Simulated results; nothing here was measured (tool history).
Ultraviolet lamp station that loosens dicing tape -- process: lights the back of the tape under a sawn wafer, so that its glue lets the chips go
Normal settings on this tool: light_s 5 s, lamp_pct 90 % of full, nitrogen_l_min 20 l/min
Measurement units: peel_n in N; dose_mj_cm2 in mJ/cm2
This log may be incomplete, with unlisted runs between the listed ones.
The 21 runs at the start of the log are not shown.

run    hour  light_s  lamp_pct  nitrogen_l_min  hours of work of the lamp  hours of work since the window was cleaned  peel_n  dose_mj_cm2
 22   977.3        5        62              27                       1619                                         227   1.090          186
     1031.3  -- lamp changed
 23  1031.3        6        90              24                          0                                         255   0.172          551
     1086.2  -- window cleaned of glue's vapour
 24  1094.8        6        90              24                         33                                           5   0.172          588
 25  1144.4        6        75              31                         59                                          31   0.187          477
 26  1193.8        7        90              10                         85                                          57   0.205          670
 27  1238.1       10        90               6                        108                                          80   0.192          930
 28  1274.8        3        72               8                        128                                          99   1.711          228
 29  1317.7        5        91               8                        150                                         122   0.456          462
 30  1371.5        5        91               8                        178                                         150   0.493          461

5 options for the next run, each taken on its own from the tool as it stands now. Forecast them:
  A  1414.9        5        97               8                        201                                         173       ?            ?
  B  1414.9        4        73              21                        201                                         173       ?            ?
  C  1414.9        4        90              31                        201                                         173       ?            ?
  D  1414.9        5        62              20                        201                                         173       ?            ?
  E  1414.9        8        73              17                        201                                         173       ?            ?

run  peel_n  dose_mj_cm2
  A   0.438          488
  B   0.559          293
  C   0.265          361
  D   0.515          308
  E   0.192          581
Without the tool's hidden state the same runs would have given:
run  peel_n  dose_mj_cm2
  A   0.358          540
  B   0.455          324
  C   0.224          400
  D   0.420          341
  E   0.177          643
